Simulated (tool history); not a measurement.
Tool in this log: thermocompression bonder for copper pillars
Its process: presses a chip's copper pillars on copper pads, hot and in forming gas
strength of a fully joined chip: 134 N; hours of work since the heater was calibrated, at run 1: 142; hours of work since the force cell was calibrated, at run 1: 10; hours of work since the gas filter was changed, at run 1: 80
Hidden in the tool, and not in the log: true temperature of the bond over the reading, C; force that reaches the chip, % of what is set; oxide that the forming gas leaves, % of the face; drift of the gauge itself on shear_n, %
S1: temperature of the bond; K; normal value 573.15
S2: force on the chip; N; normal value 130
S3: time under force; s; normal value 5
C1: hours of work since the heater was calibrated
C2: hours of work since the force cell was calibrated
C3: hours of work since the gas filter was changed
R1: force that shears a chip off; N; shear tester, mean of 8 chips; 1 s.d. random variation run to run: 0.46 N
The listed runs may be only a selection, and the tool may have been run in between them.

Run 1, day 0: usual settings; C1 142; C2 10; C3 80. Result: R1 57.2 N.
Run 2, day 0.3: usual settings but S1 574.15 K; C1 145; C2 13; C3 83. Result: R1 57.4 N.
Run 3, day 0.783: usual settings but S1 574.15 K; C1 151; C2 19; C3 89. Result: R1 57.2 N.
Run 4, day 1.158: usual settings but S1 595.15 K; C1 155; C2 23; C3 93. Result: R1 74.6 N.
Run 5, day 1.383: usual settings but S1 595.15 K; C1 158; C2 26; C3 96. Result: R1 73.8 N.
Run 6, day 1.762: usual settings but S1 595.15 K; C1 162; C2 30; C3 100. Result: R1 74.2 N.
Run 7, day 2.167: usual settings but S1 595.15 K; C1 167; C2 35; C3 105. Result: R1 73.7 N.
Run 8, day 2.538: usual settings but S1 595.15 K; C1 172; C2 39; C3 109. Result: R1 74.1 N.
Run 9, day 2.838: usual settings but S1 595.15 K; C1 175; C2 43; C3 113. Result: R1 73.6 N.
Run 10, day 3.096: usual settings but S1 595.15 K; C1 178; C2 46; C3 116. Result: R1 74.1 N.
Run 11, day 3.471: usual settings but S2 182 N, S3 13 s; C1 183; C2 50; C3 120. Result: R1 95.2 N.
Run 12, day 3.733: usual settings but S2 182 N, S3 13 s; C1 186; C2 54; C3 123. Result: R1 96.3 N.
Run 13, day 4.096: usual settings but S1 593.15 K, S2 140 N; C1 190; C2 58; C3 128. Result: R1 75.7 N.
Run 14, day 4.475: usual settings but S1 566.15 K, S2 121 N, S3 4 s; C1 194; C2 62; C3 132. Result: R1 44.8 N.
Run 15, day 4.817: usual settings but S3 8 s; C1 198; C2 66; C3 136. Result: R1 66.9 N.
Run 16, day 5.208: usual settings but S1 548.15 K, S2 161 N, S3 7 s; C1 203; C2 71; C3 141. Result: R1 53.8 N.
Run 17, day 5.546: usual settings but S1 564.15 K, S2 118 N, S3 3 s; C1 207; C2 75; C3 145. Result: R1 38 N.
Run 18, day 5.842: usual settings but S3 14 s; C1 210; C2 78; C3 148. Result: R1 80.7 N.
Run 19, day 6.3: usual settings but S1 600.15 K, S2 116 N, S3 10 s; C1 216; C2 84; C3 154. Result: R1 89.5 N.
Run 20, day 6.625: usual settings but S1 564.15 K, S2 83 N, S3 12 s; C1 220; C2 88; C3 157. Result: R1 49.9 N.

Predict each of these 5 candidate next runs independently; none follows another, all start after run 20:
Run A, day 6.933: usual settings but S1 552.15 K, S2 154 N, S3 6 s; C1 223; C2 91; C3 161. Result: R1 ?.
Run B, day 6.933: usual settings but S1 564.15 K, S2 179 N, S3 6 s; C1 223; C2 91; C3 161. Result: R1 ?.
Run C, day 6.933: usual settings but S1 569.15 K, S2 167 N, S3 3 s; C1 223; C2 91; C3 161. Result: R1 ?.
Run D, day 6.933: usual settings but S1 570.15 K, S2 104 N, S3 3 s; C1 223; C2 91; C3 161. Result: R1 ?.
Run E, day 6.933: usual settings but S1 599.15 K, S2 108 N, S3 3 s; C1 223; C2 91; C3 161. Result: R1 ?.

run    R1
  A  51.1
  B    68
  C  53.3
  D  36.4
  E  56.4
The same runs, with their run-to-run variation unchanged, on a tool lacking any hidden condition would have given:
run    R1
  A  51.2
  B  68.2
  C  53.4
  D  36.5
  E  56.5
